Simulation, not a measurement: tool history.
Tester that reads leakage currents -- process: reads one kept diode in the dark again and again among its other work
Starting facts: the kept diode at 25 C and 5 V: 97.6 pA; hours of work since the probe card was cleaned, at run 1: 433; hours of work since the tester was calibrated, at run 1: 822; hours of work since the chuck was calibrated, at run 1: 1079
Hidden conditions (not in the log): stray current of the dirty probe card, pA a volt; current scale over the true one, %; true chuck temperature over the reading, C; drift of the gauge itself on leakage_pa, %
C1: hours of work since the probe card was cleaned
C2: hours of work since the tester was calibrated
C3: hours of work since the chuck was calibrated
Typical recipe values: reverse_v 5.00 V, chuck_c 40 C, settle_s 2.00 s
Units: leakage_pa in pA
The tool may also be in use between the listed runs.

{"run": 1, "day": 0.0, "reverse_v": 5.0, "chuck_c": 40, "settle_s": 2.0, "C1": 433, "C2": 822, "C3": 1079, "leakage_pa": 270.56}
{"run": 2, "day": 1.033, "reverse_v": 5.0, "chuck_c": 40, "settle_s": 2.0, "C1": 451, "C2": 840, "C3": 1098, "leakage_pa": 268.92}
{"run": 3, "day": 2.7, "reverse_v": 5.0, "chuck_c": 40, "settle_s": 2.0, "C1": 481, "C2": 870, "C3": 1128, "leakage_pa": 267.16}
{"run": 4, "day": 4.258, "reverse_v": 5.0, "chuck_c": 40, "settle_s": 2.0, "C1": 509, "C2": 898, "C3": 1156, "leakage_pa": 268.76}
{"run": 5, "day": 5.971, "reverse_v": 5.0, "chuck_c": 40, "settle_s": 2.0, "C1": 540, "C2": 929, "C3": 1186, "leakage_pa": 267.49}
{"run": 6, "day": 6.929, "reverse_v": 5.0, "chuck_c": 40, "settle_s": 2.0, "C1": 557, "C2": 946, "C3": 1204, "leakage_pa": 266.01}
{"run": 7, "day": 8.646, "reverse_v": 5.0, "chuck_c": 40, "settle_s": 2.0, "C1": 588, "C2": 977, "C3": 1234, "leakage_pa": 264.29}
{"run": 8, "day": 9.412, "reverse_v": 5.0, "chuck_c": 40, "settle_s": 0.54, "C1": 602, "C2": 991, "C3": 1248, "leakage_pa": 267.53}
{"run": 9, "day": 11.0, "reverse_v": 5.0, "chuck_c": 40, "settle_s": 0.54, "C1": 630, "C2": 1020, "C3": 1277, "leakage_pa": 266.45}
{"run": 10, "day": 11.825, "reverse_v": 11.71, "chuck_c": 40, "settle_s": 2.0, "C1": 645, "C2": 1034, "C3": 1292, "leakage_pa": 359.06}
{"run": 11, "day": 12.792, "reverse_v": 3.46, "chuck_c": 30, "settle_s": 7.33, "C1": 663, "C2": 1052, "C3": 1309, "leakage_pa": 108.55}
{"run": 12, "day": 13.692, "reverse_v": 3.46, "chuck_c": 30, "settle_s": 7.33, "C1": 679, "C2": 1068, "C3": 1325, "leakage_pa": 107.81}
{"run": 13, "day": 15.458, "reverse_v": 5.0, "chuck_c": 35, "settle_s": 2.0, "C1": 711, "C2": 1100, "C3": 1357, "leakage_pa": 181.37}
{"run": 14, "day": 17.225, "reverse_v": 5.0, "chuck_c": 35, "settle_s": 2.0, "C1": 742, "C2": 1132, "C3": 1389, "leakage_pa": 179.68}
{"run": 15, "day": 18.479, "reverse_v": 5.0, "chuck_c": 35, "settle_s": 2.0, "C1": 765, "C2": 1154, "C3": 1411, "leakage_pa": 179.31}
{"day": 18.929, "done": "chuck's temperature calibrated"}
{"run": 16, "day": 19.608, "reverse_v": 5.0, "chuck_c": 21, "settle_s": 0.39, "C1": 784, "C2": 1173, "C3": 12, "leakage_pa": 75.73}
{"run": 17, "day": 20.488, "reverse_v": 5.0, "chuck_c": 49, "settle_s": 2.0, "C1": 800, "C2": 1189, "C3": 28, "leakage_pa": 578.17}
{"run": 18, "day": 21.904, "reverse_v": 5.0, "chuck_c": 34, "settle_s": 1.32, "C1": 825, "C2": 1214, "C3": 53, "leakage_pa": 197.51}
{"run": 19, "day": 23.529, "reverse_v": 1.07, "chuck_c": 58, "settle_s": 8.37, "C1": 854, "C2": 1244, "C3": 83, "leakage_pa": 604.07}

Here are 5 independent what-if runs from the current tool condition. What would each one return?
{"run": "A", "day": 24.538, "reverse_v": 1.07, "chuck_c": 58, "settle_s": 1.38, "C1": 872, "C2": 1262, "C3": 101, "leakage_pa": "?"}
{"run": "B", "day": 24.538, "reverse_v": 2.85, "chuck_c": 40, "settle_s": 2.0, "C1": 872, "C2": 1262, "C3": 101, "leakage_pa": "?"}
{"run": "C", "day": 24.538, "reverse_v": 1.07, "chuck_c": 58, "settle_s": 0.57, "C1": 872, "C2": 1262, "C3": 101, "leakage_pa": "?"}
{"run": "D", "day": 24.538, "reverse_v": 5.0, "chuck_c": 35, "settle_s": 2.0, "C1": 872, "C2": 1262, "C3": 101, "leakage_pa": "?"}
{"run": "E", "day": 24.538, "reverse_v": 14.75, "chuck_c": 58, "settle_s": 2.54, "C1": 872, "C2": 1262, "C3": 101, "leakage_pa": "?"}

run=A leakage_pa=600.52
run=B leakage_pa=249.41
run=C leakage_pa=604.18
run=D leakage_pa=210.79
run=E leakage_pa=1549.68
Had the tool no hidden state, the same runs would have come out as:
run=A leakage_pa=607.88
run=B leakage_pa=252.20
run=C leakage_pa=611.57
run=D leakage_pa=212.42
run=E leakage_pa=1564.57

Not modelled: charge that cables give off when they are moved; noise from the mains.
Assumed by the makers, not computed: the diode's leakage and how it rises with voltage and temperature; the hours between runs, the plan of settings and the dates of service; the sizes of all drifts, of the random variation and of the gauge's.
